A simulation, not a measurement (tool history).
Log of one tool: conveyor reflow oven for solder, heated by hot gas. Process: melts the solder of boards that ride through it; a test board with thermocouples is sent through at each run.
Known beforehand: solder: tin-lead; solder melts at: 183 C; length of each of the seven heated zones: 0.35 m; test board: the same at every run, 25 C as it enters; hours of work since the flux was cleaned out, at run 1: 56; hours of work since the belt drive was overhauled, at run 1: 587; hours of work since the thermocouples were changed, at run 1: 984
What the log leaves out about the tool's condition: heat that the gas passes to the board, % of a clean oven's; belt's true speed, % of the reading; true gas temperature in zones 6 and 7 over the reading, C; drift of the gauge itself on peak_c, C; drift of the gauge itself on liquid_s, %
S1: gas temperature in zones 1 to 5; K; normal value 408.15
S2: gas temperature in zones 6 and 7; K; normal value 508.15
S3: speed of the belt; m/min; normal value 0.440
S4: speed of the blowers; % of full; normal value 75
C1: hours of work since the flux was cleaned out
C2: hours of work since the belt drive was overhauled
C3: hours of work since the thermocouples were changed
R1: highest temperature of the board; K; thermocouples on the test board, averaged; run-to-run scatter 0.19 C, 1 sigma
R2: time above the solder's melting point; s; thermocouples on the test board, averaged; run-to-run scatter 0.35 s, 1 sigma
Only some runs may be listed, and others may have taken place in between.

Run 1, hour 0.0: usual settings; C1 56; C2 587; C3 984. Result: R1 494.15 K, R2 74.5 s.
Run 2, hour 33.9: usual settings; C1 74; C2 605; C3 1003. Result: R1 493.55 K, R2 75.4 s.
Run 3, hour 69.9: usual settings but S2 504.15 K; C1 94; C2 625; C3 1023. Result: R1 490.55 K, R2 71.5 s.
Run 4, hour 104.3: usual settings; C1 113; C2 644; C3 1042. Result: R1 493.75 K, R2 74.7 s.
Run 5, hour 129.9: usual settings but S1 411.15 K; C1 127; C2 658; C3 1056. Result: R1 494.05 K, R2 76.1 s.
Run 6, hour 158.9: usual settings but S1 411.15 K; C1 143; C2 674; C3 1072. Result: R1 494.25 K, R2 76.2 s.
Run 7, hour 180.6: usual settings but S2 497.15 K; C1 155; C2 686; C3 1084. Result: R1 484.05 K, R2 65.1 s.
Run 8, hour 200.6: usual settings but S2 497.15 K; C1 166; C2 697; C3 1095. Result: R1 484.25 K, R2 65.3 s.
At hour 216.5: thermocouples of zones 6 and 7 changed.
Run 9, hour 220.6: usual settings but S2 497.15 K; C1 176; C2 707; C3 2. Result: R1 480.85 K, R2 61.5 s.
At hour 250.7: flux residue cleaned out of gas plates and filters.
Run 10, hour 261.0: usual settings; C1 6; C2 726; C3 22. Result: R1 492.65 K, R2 73.7 s.
Run 11, hour 292.2: usual settings; C1 23; C2 743; C3 39. Result: R1 492.15 K, R2 73.6 s.
Run 12, hour 315.5: usual settings; C1 36; C2 756; C3 52. Result: R1 491.95 K, R2 73.6 s.
Run 13, hour 336.9: usual settings; C1 47; C2 768; C3 63. Result: R1 492.15 K, R2 73.9 s.
Run 14, hour 370.9: usual settings; C1 66; C2 786; C3 82. Result: R1 491.95 K, R2 73.2 s.
Run 15, hour 387.5: usual settings; C1 75; C2 795; C3 91. Result: R1 491.45 K, R2 73.2 s.
Run 16, hour 405.5: usual settings but S1 411.15 K, S2 523.15 K, S3 0.465 m/min, S4 81 % of full; C1 85; C2 805; C3 101. Result: R1 504.45 K, R2 80.2 s.
Run 17, hour 439.1: usual settings but S2 499.15 K, S3 0.356 m/min, S4 53 % of full; C1 103; C2 824; C3 119. Result: R1 485.25 K, R2 83.7 s.
Run 18, hour 458.2: usual settings but S2 499.15 K, S3 0.356 m/min, S4 53 % of full; C1 114; C2 834; C3 130. Result: R1 485.45 K, R2 83.9 s.
Run 19, hour 489.4: usual settings but S2 499.15 K, S3 0.356 m/min, S4 53 % of full; C1 131; C2 851; C3 147. Result: R1 485.25 K, R2 83.3 s.
Run 20, hour 512.0: usual settings but S1 404.15 K, S2 499.15 K, S3 0.356 m/min, S4 53 % of full; C1 143; C2 864; C3 159. Result: R1 484.55 K, R2 81.0 s.
Run 21, hour 544.8: usual settings but S1 410.15 K, S2 502.15 K; C1 161; C2 882; C3 177. Result: R1 486.65 K, R2 69.0 s.
Run 22, hour 576.8: usual settings but S1 410.15 K, S2 501.15 K; C1 179; C2 899; C3 195. Result: R1 485.35 K, R2 67.7 s.
At hour 602.9: flux residue cleaned out of gas plates and filters.
Run 23, hour 611.5: usual settings but S1 395.15 K, S2 516.15 K, S3 0.437 m/min; C1 5; C2 916; C3 211. Result: R1 498.35 K, R2 75.2 s.
Run 24, hour 644.2: usual settings but S1 405.15 K, S2 506.15 K, S3 0.437 m/min; C1 23; C2 933; C3 229. Result: R1 491.45 K, R2 72.3 s.
Run 25, hour 676.2: usual settings but S1 405.15 K, S2 506.15 K, S3 0.437 m/min; C1 40; C2 951; C3 247. Result: R1 490.75 K, R2 72.5 s.
Run 26, hour 698.2: usual settings but S1 405.15 K, S3 0.369 m/min, S4 88 % of full; C1 52; C2 963; C3 259. Result: R1 499.25 K, R2 96.8 s.

Forecast run 27:
Run 27, hour 719.7: usual settings but S1 405.15 K, S3 0.369 m/min, S4 88 % of full; C1 64; C2 975; C3 271. Result: R1 ?, R2 ?.

R1: 499.35 K
R2: 96.6 s
If the tool had no hidden condition, the same run with the same run-to-run variation would have returned R1 498.45 K, R2 93.2 s.
